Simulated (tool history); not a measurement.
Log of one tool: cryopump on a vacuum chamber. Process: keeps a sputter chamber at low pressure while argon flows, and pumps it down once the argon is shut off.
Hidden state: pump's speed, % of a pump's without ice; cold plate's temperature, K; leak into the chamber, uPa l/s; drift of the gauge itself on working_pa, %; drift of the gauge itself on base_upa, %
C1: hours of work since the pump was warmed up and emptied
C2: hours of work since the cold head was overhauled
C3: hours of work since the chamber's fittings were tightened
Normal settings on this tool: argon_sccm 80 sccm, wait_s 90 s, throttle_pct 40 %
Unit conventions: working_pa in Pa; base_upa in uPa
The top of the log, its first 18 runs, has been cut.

Run 19, day 36.412: usual settings but wait_s 64 s, throttle_pct 48 %; C1 528; C2 528; C3 692. Result: working_pa 0.2392 Pa, base_upa 2.75 uPa.
Run 20, day 37.65: usual settings but wait_s 64 s, throttle_pct 48 %; C1 542; C2 542; C3 706. Result: working_pa 0.2389 Pa, base_upa 2.85 uPa.
Run 21, day 39.046: usual settings but wait_s 64 s, throttle_pct 48 %; C1 557; C2 557; C3 721. Result: working_pa 0.2396 Pa, base_upa 2.85 uPa.
Run 22, day 40.429: usual settings but argon_sccm 93 sccm, wait_s 139 s, throttle_pct 18 %; C1 573; C2 573; C3 736. Result: working_pa 0.6862 Pa, base_upa 1.94 uPa.
Run 23, day 42.392: usual settings but argon_sccm 119 sccm, wait_s 75 s, throttle_pct 31 %; C1 594; C2 594; C3 758. Result: working_pa 0.5341 Pa, base_upa 2.67 uPa.
Run 24, day 44.538: usual settings but argon_sccm 39 sccm, wait_s 49 s; C1 618; C2 618; C3 782. Result: working_pa 0.1405 Pa, base_upa 3.49 uPa.
Run 25, day 46.167: usual settings but argon_sccm 135 sccm, wait_s 21 s, throttle_pct 60 %; C1 636; C2 636; C3 800. Result: working_pa 0.3443 Pa, base_upa 6.54 uPa.
Run 26, day 48.125: usual settings but argon_sccm 103 sccm, wait_s 106 s, throttle_pct 24 %; C1 657; C2 657; C3 821. Result: working_pa 0.5908 Pa, base_upa 2.36 uPa.
Run 27, day 49.383: usual settings but argon_sccm 103 sccm, wait_s 106 s, throttle_pct 24 %; C1 671; C2 671; C3 835. Result: working_pa 0.5962 Pa, base_upa 2.37 uPa.
Run 28, day 52.042: usual settings but argon_sccm 103 sccm, wait_s 106 s, throttle_pct 24 %; C1 700; C2 700; C3 864. Result: working_pa 0.5937 Pa, base_upa 2.41 uPa.
Run 29, day 54.392: usual settings but argon_sccm 103 sccm, wait_s 106 s, throttle_pct 24 %; C1 726; C2 726; C3 890. Result: working_pa 0.5974 Pa, base_upa 2.47 uPa.
Run 30, day 55.779: usual settings but argon_sccm 67 sccm, wait_s 106 s, throttle_pct 37 %; C1 742; C2 742; C3 906. Result: working_pa 0.2643 Pa, base_upa 2.45 uPa.
Run 31, day 58.367: usual settings but argon_sccm 67 sccm, wait_s 106 s, throttle_pct 37 %; C1 770; C2 770; C3 934. Result: working_pa 0.2681 Pa, base_upa 2.54 uPa.
Run 32, day 59.946: usual settings but argon_sccm 67 sccm, wait_s 106 s, throttle_pct 37 %; C1 788; C2 788; C3 951. Result: working_pa 0.2686 Pa, base_upa 2.58 uPa.
Run 33, day 62.375: usual settings but argon_sccm 87 sccm, wait_s 75 s, throttle_pct 35 %; C1 814; C2 814; C3 978. Result: working_pa 0.3662 Pa, base_upa 3.08 uPa.
Run 34, day 64.471: usual settings but argon_sccm 64 sccm, wait_s 27 s, throttle_pct 38 %; C1 837; C2 837; C3 1001. Result: working_pa 0.2546 Pa, base_upa 5.74 uPa.

4 options for the next run, each taken on its own from the tool as it stands now. Forecast them:
Run A, day 65.8: usual settings but argon_sccm 59 sccm, wait_s 51 s, throttle_pct 22 %; C1 852; C2 852; C3 1016. Result: working_pa ?, base_upa ?.
Run B, day 65.8: usual settings but argon_sccm 64 sccm, wait_s 27 s, throttle_pct 35 %; C1 852; C2 852; C3 1016. Result: working_pa ?, base_upa ?.
Run C, day 65.8: usual settings but argon_sccm 64 sccm, wait_s 27 s, throttle_pct 50 %; C1 852; C2 852; C3 1016. Result: working_pa ?, base_upa ?.
Run D, day 65.8: usual settings but argon_sccm 53 sccm, wait_s 178 s, throttle_pct 38 %; C1 852; C2 852; C3 1016. Result: working_pa ?, base_upa ?.

run  working_pa  base_upa
  A      0.3766      3.85
  B      0.2751      5.76
  C      0.2036      5.88
  D      0.2117      2.33
Stripped of hidden state, with their random variation kept, the same runs would have yielded:
run  working_pa  base_upa
  A      0.3382      2.39
  B      0.2333      4.31
  C      0.1619       4.4
  D      0.1771      0.86
